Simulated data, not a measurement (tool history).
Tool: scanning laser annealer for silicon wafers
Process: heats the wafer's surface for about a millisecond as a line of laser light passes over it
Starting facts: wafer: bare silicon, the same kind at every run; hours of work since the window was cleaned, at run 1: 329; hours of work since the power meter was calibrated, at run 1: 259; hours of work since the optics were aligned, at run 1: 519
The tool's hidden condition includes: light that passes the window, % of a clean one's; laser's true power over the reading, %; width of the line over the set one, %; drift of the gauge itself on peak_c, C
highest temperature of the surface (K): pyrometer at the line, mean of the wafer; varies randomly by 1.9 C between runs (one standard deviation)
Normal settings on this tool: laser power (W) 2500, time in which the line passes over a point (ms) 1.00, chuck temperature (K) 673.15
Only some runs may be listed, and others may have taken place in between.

run	day	laser power (W)	time in which the line passes over a point (ms)	chuck temperature (K)	hours of work since the window was cleaned	hours of work since the power meter was calibrated	hours of work since the optics were aligned	highest temperature of the surface (K)
1	0.000	2500	1.00	673.15	329	259	519	1409.15
2	1.379	2500	1.00	673.15	350	280	540	1412.15
3	2.621	2500	1.00	673.15	369	298	558	1404.15
4	4.129	2500	1.00	673.15	392	321	581	1401.15
5	5.558	2500	1.00	673.15	413	343	603	1404.15
6	6.650	2500	1.00	673.15	430	359	619	1400.15
7	8.092	2500	1.00	673.15	451	381	641	1395.15
8	9.254	2500	1.00	673.15	469	398	659	1395.15
# day 9.458: window over the wafer cleaned
9	10.292	2500	1.00	673.15	13	413	673	1367.15
10	11.996	2436	1.19	709.15	38	439	699	1430.15
11	13.429	2436	1.19	709.15	60	460	720	1428.15
12	15.117	2717	0.84	669.15	85	486	746	1375.15
13	16.112	2717	0.97	638.15	100	501	761	1388.15
14	16.904	2717	0.97	638.15	112	513	773	1389.15
# day 17.138: window over the wafer cleaned, once more
15	18.492	2192	1.01	673.15	20	535	796	1321.15
16	19.775	2192	0.74	673.15	40	555	815	1234.15

How the hidden state differs across the entries between the runs, from the last listed run before each to the first after it:
Logged between run 8 and run 9: window over the wafer cleaned (day 9.458)
  light that passes the window, % of a clean one's: 94.77 -> 91.76; width of the line over the set one, %: 1.33 -> 1.35
  measured less the result without the state, highest temperature of the surface (K): -65.00 -> -95.00
Logged between run 14 and run 15: window over the wafer cleaned, once more (day 17.138)
  light that passes the window, % of a clean one's: 90.81 -> 99.76; laser's true power over the reading, %: -0.18 -> -0.17; width of the line over the set one, %: 1.5 -> 1.54
  measured less the result without the state, highest temperature of the surface (K): -117.00 -> -12.00
